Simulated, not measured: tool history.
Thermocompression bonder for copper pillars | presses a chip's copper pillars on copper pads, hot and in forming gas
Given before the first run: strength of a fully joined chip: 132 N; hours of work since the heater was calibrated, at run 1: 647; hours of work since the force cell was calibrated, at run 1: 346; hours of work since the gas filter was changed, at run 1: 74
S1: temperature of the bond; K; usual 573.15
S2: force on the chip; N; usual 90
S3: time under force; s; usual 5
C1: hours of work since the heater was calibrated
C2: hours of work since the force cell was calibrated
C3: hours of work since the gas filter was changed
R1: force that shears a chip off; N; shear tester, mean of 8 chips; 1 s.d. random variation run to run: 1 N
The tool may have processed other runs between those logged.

run    day      S1   S2  S3   C1   C2   C3     R1
  1  0.000  573.15   90   5  647  346   74   84.1
  2  0.408  573.15   89   5  653  353   81   83.4
  3  0.908  573.15   89   5  662  361   89   81.1
  4  1.692  554.15   90   5  674  373  102   67.9
  5  2.533  554.15   90   5  688  387  115   67.7
  6  3.317  560.15   90  10  701  400  128   87.2
  7  3.938  587.15   59   5  711  410  138   63.5
  8  4.358  583.15  107   8  718  417  145  107.2
  9  4.967  573.15  124  15  728  427  155  113.7
     5.075  -- forming gas filter changed
 10  5.775  573.15  124  15  741  440   11  122.6

Predict each of these 3 candidate next runs independently; none follows another, all start after run 10:
  A  6.383  590.15  112   7  751  450  21   ?
  B  6.383  573.15   91  15  751  450  21   ?
  C  6.383  573.15  124   4  751  450  21   ?

run     R1
  A  117.8
  B  111.0
  C  102.4
With no hidden state in the tool, these same runs would have given:
run     R1
  A  118.5
  B  111.2
  C  102.2

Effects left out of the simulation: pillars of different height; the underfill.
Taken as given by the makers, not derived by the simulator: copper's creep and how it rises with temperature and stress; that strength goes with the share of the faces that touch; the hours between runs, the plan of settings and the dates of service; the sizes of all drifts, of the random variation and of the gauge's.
